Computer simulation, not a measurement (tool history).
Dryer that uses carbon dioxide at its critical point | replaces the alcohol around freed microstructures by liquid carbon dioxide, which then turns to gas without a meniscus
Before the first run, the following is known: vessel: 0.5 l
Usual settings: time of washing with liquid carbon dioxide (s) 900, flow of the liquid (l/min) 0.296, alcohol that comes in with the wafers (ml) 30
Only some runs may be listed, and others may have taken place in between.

| run | hour | time of washing with liquid carbon dioxide (s) | flow of the liquid (l/min) | alcohol that comes in with the wafers (ml) | alcohol left in the vessel before it's heated (ppm by volume) |
|---|---|---|---|---|---|
| 1 | 0.0 | 900 | 0.296 | 30 | 61 |
| 2 | 43.9 | 900 | 0.296 | 30 | 67 |
| 3 | 69.4 | 900 | 0.296 | 30 | 80 |
| 4 | 111.3 | 900 | 0.296 | 30 | 73 |
| 5 | 137.3 | 900 | 0.360 | 30 | 70 |
| 6 | 187.0 | 900 | 0.360 | 30 | 71 |
| 7 | 239.1 | 900 | 0.360 | 30 | 71 |
| 8 | 267.9 | 900 | 0.454 | 89 | 81 |
| 9 | 310.0 | 900 | 0.377 | 89 | 90 |
| 10 | 343.2 | 540 | 0.217 | 108 | 6872 |
|  | 391.9 | inlet filter changed |
| 11 | 399.5 | 540 | 0.217 | 108 | 5679 |
| 12 | 450.7 | 1080 | 0.217 | 76 | 213 |
| 13 | 478.1 | 1200 | 0.326 | 30 | 109 |
| 14 | 501.3 | 1200 | 0.326 | 30 | 118 |

Predict each of these 4 candidate next runs independently; none follows another, all start after run 14:
| A | 537.2 | 1020 | 0.326 | 81 | ? |
| B | 537.2 | 900 | 0.468 | 30 | ? |
| C | 537.2 | 1020 | 0.296 | 30 | ? |
| D | 537.2 | 1140 | 0.222 | 30 | ? |

| run | alcohol left in the vessel before it's heated (ppm by volume) |
|---|---|
| A | 115 |
| B | 115 |
| C | 115 |
| D | 136 |
Had the tool no hidden state, the same runs would have come out as:
| run | alcohol left in the vessel before it's heated (ppm by volume) |
|---|---|
| A | 0 |
| B | 3 |
| C | 3 |
| D | 18 |

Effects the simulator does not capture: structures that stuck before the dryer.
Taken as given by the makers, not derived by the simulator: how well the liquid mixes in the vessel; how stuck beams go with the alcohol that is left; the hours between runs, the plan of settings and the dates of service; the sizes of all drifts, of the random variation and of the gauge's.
